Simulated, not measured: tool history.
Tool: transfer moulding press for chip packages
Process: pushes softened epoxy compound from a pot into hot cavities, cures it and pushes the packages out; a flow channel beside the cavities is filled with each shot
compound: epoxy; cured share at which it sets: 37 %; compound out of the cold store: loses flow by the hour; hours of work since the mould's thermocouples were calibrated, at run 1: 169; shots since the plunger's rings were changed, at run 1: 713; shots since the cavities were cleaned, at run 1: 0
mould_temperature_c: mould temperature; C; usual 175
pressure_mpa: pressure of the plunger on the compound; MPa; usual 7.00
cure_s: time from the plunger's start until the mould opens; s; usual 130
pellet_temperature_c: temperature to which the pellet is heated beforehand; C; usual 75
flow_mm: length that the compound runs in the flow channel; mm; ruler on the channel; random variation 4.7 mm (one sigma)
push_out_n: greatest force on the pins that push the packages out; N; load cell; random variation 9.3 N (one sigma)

run,hour,mould_temperature_c,pressure_mpa,cure_s,pellet_temperature_c,hours of work since the mould's thermocouples were calibrated,shots since the plunger's rings were changed,shots since the cavities were cleaned,incoming compound's hours out of the cold store,flow_mm,push_out_n
1,0.0,175,7.00,130,75,169,713,0,22.8,582,404
2,8.0,175,7.00,130,75,174,794,81,24.2,574,404
3,14.1,175,7.00,122,75,178,855,142,42.0,527,432
4,26.1,175,7.00,122,75,186,976,263,33.8,544,421
5,34.0,168,7.00,130,75,191,1055,342,20.4,613,567
6,40.7,168,7.00,130,75,195,1122,409,22.8,589,564
7,47.0,168,7.00,130,75,199,1186,473,8.1,642,583
8,59.0,175,6.21,130,75,207,1307,594,30.2,532,414
9,65.4,175,6.21,130,75,211,1371,658,29.4,525,414
10,71.2,175,6.21,130,75,215,1429,716,43.7,487,401
11,82.9,175,7.00,130,75,222,1547,834,8.7,622,420
# hour 89.1: cavities cleaned with cleaning compound and waxed
12,92.2,175,7.00,130,75,227,1625,31,17.9,593,424
13,101.6,175,7.00,158,75,233,1719,125,38.0,536,407
14,109.9,175,7.00,158,75,239,1804,210,24.5,575,405
15,121.5,169,6.61,152,80,246,1920,326,14.9,600,463
16,129.1,175,8.63,127,75,251,1996,402,47.6,564,408
17,134.8,175,8.63,127,75,255,2054,460,21.6,648,423
18,146.9,175,7.80,138,78,263,2175,581,8.1,664,401
19,155.1,175,7.80,138,78,268,2258,664,13.5,640,400
20,167.6,175,7.80,138,78,276,2384,790,20.7,617,405
# hour 178.5: cavities cleaned with cleaning compound and waxed
21,179.3,179,7.80,138,73,282,2486,8,29.5,578,374
22,185.9,179,7.80,138,73,287,2552,74,38.7,555,378
23,193.2,179,7.80,138,73,291,2626,148,47.4,518,402
24,198.3,179,7.80,138,73,295,2677,199,21.6,604,402
25,204.2,172,7.00,161,75,298,2737,259,34.7,549,402
26,212.2,183,5.81,130,75,303,2817,339,46.7,452,410
27,220.3,180,6.65,130,75,309,2898,420,17.0,570,413
28,226.2,180,6.65,130,75,312,2957,479,41.8,504,416

Forecast each of these 5 alternatives for the next run:
A,234.0,175,5.26,130,80,318,3037,559,24.3,?,?
B,234.0,168,7.20,130,74,318,3037,559,37.3,?,?
C,234.0,181,7.00,148,82,318,3037,559,25.9,?,?
D,234.0,175,7.00,130,68,318,3037,559,14.2,?,?
E,234.0,170,6.65,110,75,318,3037,559,38.3,?,?

run,flow_mm,push_out_n
A,497,422
B,559,544
C,562,395
D,609,433
E,534,614
Without the tool's hidden state the same runs would have given:
run,flow_mm,push_out_n
A,497,420
B,559,541
C,563,393
D,609,431
E,534,610

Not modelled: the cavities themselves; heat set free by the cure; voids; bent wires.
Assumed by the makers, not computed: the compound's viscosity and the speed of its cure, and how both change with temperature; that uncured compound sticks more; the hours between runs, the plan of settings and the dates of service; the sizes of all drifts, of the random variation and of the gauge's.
